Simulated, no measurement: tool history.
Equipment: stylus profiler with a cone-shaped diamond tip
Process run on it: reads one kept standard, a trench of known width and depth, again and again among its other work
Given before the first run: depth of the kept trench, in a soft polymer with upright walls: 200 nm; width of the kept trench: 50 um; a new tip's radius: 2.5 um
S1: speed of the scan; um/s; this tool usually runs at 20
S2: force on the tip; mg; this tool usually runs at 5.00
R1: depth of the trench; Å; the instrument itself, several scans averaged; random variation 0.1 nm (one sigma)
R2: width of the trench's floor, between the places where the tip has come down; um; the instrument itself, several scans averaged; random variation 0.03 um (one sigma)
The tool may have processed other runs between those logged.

run 1 hour=0.0 | S1=20 S2=5.00 | R1=2016.5 R2=47.83
run 2 hour=14.8 | S1=20 S2=5.00 | R1=2014.5 R2=47.82
run 3 hour=26.5 | S1=20 S2=5.00 | R1=2015.4 R2=47.89
run 4 hour=38.6 | S1=20 S2=7.78 | R1=2021.8 R2=47.83
run 5 hour=54.1 | S1=20 S2=5.00 | R1=2016.3 R2=47.79
run 6 hour=74.3 | S1=20 S2=5.00 | R1=2016.9 R2=47.78
run 7 hour=84.6 | S1=20 S2=5.00 | R1=2016.2 R2=47.74
run 8 hour=102.3 | S1=20 S2=5.00 | R1=2017.8 R2=47.77
run 9 hour=118.3 | S1=20 S2=5.00 | R1=2016.1 R2=47.74
run 10 hour=134.0 | S1=20 S2=5.00 | R1=2016.5 R2=47.77
run 11 hour=143.7 | S1=20 S2=8.19 | R1=2025.2 R2=47.81
run 12 hour=164.2 | S1=20 S2=5.00 | R1=2014.2 R2=47.77
run 13 hour=176.8 | S1=20 S2=5.00 | R1=2014.2 R2=47.75
run 14 hour=197.4 | S1=20 S2=5.00 | R1=2013.9 R2=47.76
run 15 hour=216.6 | S1=20 S2=5.00 | R1=2016.2 R2=47.72
run 16 hour=235.6 | S1=20 S2=5.00 | R1=2014.5 R2=47.67
run 17 hour=250.4 | S1=20 S2=3.34 | R1=2011.0 R2=47.66
run 18 hour=259.8 | S1=20 S2=3.34 | R1=2011.2 R2=47.68
run 19 hour=279.6 | S1=20 S2=9.00 | R1=2026.6 R2=47.74
run 20 hour=291.1 | S1=20 S2=9.00 | R1=2023.7 R2=47.71
run 21 hour=302.9 | S1=20 S2=9.00 | R1=2024.6 R2=47.69
run 22 hour=316.8 | S1=20 S2=9.00 | R1=2024.8 R2=47.69
run 23 hour=331.9 | S1=20 S2=9.00 | R1=2024.4 R2=47.71
run 24 hour=350.6 | S1=20 S2=9.00 | R1=2025.0 R2=47.67
run 25 hour=370.3 | S1=20 S2=9.00 | R1=2024.4 R2=47.69
run 26 hour=384.4 | S1=27 S2=4.22 | R1=2013.1 R2=47.68
run 27 hour=396.3 | S1=12 S2=6.53 | R1=2017.1 R2=47.65
run 28 hour=408.1 | S1=22 S2=14.16 | R1=2033.2 R2=47.69
run 29 hour=419.4 | S1=20 S2=11.54 | R1=2029.6 R2=47.58
run 30 hour=435.1 | S1=13 S2=11.86 | R1=2029.6 R2=47.70
run 31 hour=444.3 | S1=20 S2=5.02 | R1=2014.9 R2=47.62
run 32 hour=458.3 | S1=20 S2=5.02 | R1=2012.7 R2=47.61
run 33 hour=477.8 | S1=20 S2=10.35 | R1=2027.7 R2=47.67
run 34 hour=491.1 | S1=20 S2=10.35 | R1=2025.9 R2=47.68
run 35 hour=510.2 | S1=20 S2=10.35 | R1=2025.7 R2=47.59
run 36 hour=518.7 | S1=20 S2=10.35 | R1=2025.8 R2=47.61
run 37 hour=528.1 | S1=11 S2=5.00 | R1=2015.5 R2=47.64
run 38 hour=537.0 | S1=42 S2=7.06 | R1=2019.1 R2=47.58
run 39 hour=550.2 | S1=8 S2=2.10 | R1=2004.8 R2=47.63
run 40 hour=565.5 | S1=12 S2=2.09 | R1=2002.9 R2=47.55
run 41 hour=582.0 | S1=12 S2=2.09 | R1=2003.8 R2=47.62
run 42 hour=593.2 | S1=12 S2=2.09 | R1=2006.9 R2=47.62
run 43 hour=603.5 | S1=12 S2=2.09 | R1=2004.6 R2=47.57
run 44 hour=612.1 | S1=12 S2=3.07 | R1=2007.1 R2=47.61
run 45 hour=627.2 | S1=20 S2=5.55 | R1=2014.2 R2=47.57
run 46 hour=644.9 | S1=79 S2=1.69 | R1=2005.2 R2=47.34
run 47 hour=655.8 | S1=28 S2=7.61 | R1=2019.5 R2=47.52
run 48 hour=668.9 | S1=52 S2=7.61 | R1=2019.5 R2=47.57

Branching from run 48: 3 alternative next runs. What would each branch give?
run A hour=686.9 | S1=39 S2=1.80 | R1=? R2=?
run B hour=686.9 | S1=7 S2=5.00 | R1=? R2=?
run C hour=686.9 | S1=6 S2=2.88 | R1=? R2=?

run=A R1=2005.0 R2=47.51
run=B R1=2013.1 R2=47.59
run=C R1=2006.9 R2=47.57
With the hidden condition removed and each run's random variation left untouched, the same runs would have given:
run=A R1=2011.7 R2=47.96
run=B R1=2019.9 R2=48.04
run=C R1=2013.6 R2=48.02
